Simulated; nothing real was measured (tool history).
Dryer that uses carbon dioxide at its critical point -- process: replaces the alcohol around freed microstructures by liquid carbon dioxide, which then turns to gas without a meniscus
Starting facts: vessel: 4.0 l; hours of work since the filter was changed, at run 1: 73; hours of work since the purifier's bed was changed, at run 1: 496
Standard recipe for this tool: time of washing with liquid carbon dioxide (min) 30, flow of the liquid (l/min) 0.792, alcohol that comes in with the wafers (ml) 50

run,hour,time of washing with liquid carbon dioxide (min),flow of the liquid (l/min),alcohol that comes in with the wafers (ml),hours of work since the filter was changed,hours of work since the purifier's bed was changed,alcohol left in the vessel before it's heated (ppm by volume)
1,0,30,0.792,50,73,496,251
2,19.6,30,0.792,50,81,504,234
3,46.4,21,0.792,50,92,515,680
4,79.5,21,0.792,50,105,528,689
5,97,21,0.792,50,112,535,685
6,120.7,21,0.792,50,122,545,701
7,140.8,21,0.792,50,130,553,703
8,174.6,21,0.792,25,144,567,404
9,194.6,21,0.792,25,152,575,396
10,227.6,30,0.792,50,165,588,276
11,244.8,30,0.503,50,172,595,1033
12,265.2,30,0.503,50,180,603,992
13,294.2,30,0.792,40,192,615,245
14,324.4,30,0.792,40,204,627,246
15,354.7,30,0.792,90,217,640,426
16,374.1,30,0.792,90,225,647,431
17,398,27,0.792,90,234,657,638
18,412.1,30,0.792,50,240,663,287
19,438,21,0.792,50,250,673,805
20,466.3,21,0.792,50,262,685,797
21,499.2,21,0.792,50,275,698,793
22,518.4,21,0.792,50,283,706,829
23,537.1,21,0.792,50,291,713,799
24,555.2,21,0.792,50,298,721,799
25,582.1,21,0.792,50,309,732,823
26,610,26,0.626,65,320,743,1142
# hour 619.1: inlet filter changed
27,640.1,26,0.626,65,8,755,928
28,663.2,26,0.626,65,18,764,941
29,690.3,44,0.792,69,29,775,134
30,705.8,30,0.555,27,35,781,436
31,738.4,20,0.683,29,48,794,710
32,765.2,18,0.792,50,59,805,1027
33,787.9,18,0.792,107,68,814,2097
34,819.9,47,0.583,50,81,827,216
35,845.1,37,1.009,25,91,838,134
36,863.1,30,0.978,23,99,845,151
37,878.8,30,0.966,23,105,851,162
38,906.4,30,0.481,49,116,862,1100
39,920.3,25,1.071,49,122,868,222
40,941.1,23,1.034,31,130,876,229
41,963.9,23,1.034,31,140,886,237
42,996.9,23,1.034,31,153,899,229
43,1023.3,19,1.013,50,164,910,519
44,1051.7,19,1.013,50,175,921,542
45,1080.7,26,0.895,50,187,933,326
46,1101.9,46,1.083,59,195,942,143
47,1128.5,46,1.083,59,206,952,151

Alternative continuations, all from the tool just after run 47; predict every row:
A,1144,36,0.852,39,212,959,?
B,1144,28,0.507,31,212,959,?
C,1144,33,0.792,62,212,959,?

run,alcohol left in the vessel before it's heated (ppm by volume)
A,178
B,811
C,285
Stripped of hidden state, with their random variation kept, the same runs would have yielded:
run,alcohol left in the vessel before it's heated (ppm by volume)
A,34
B,587
C,116
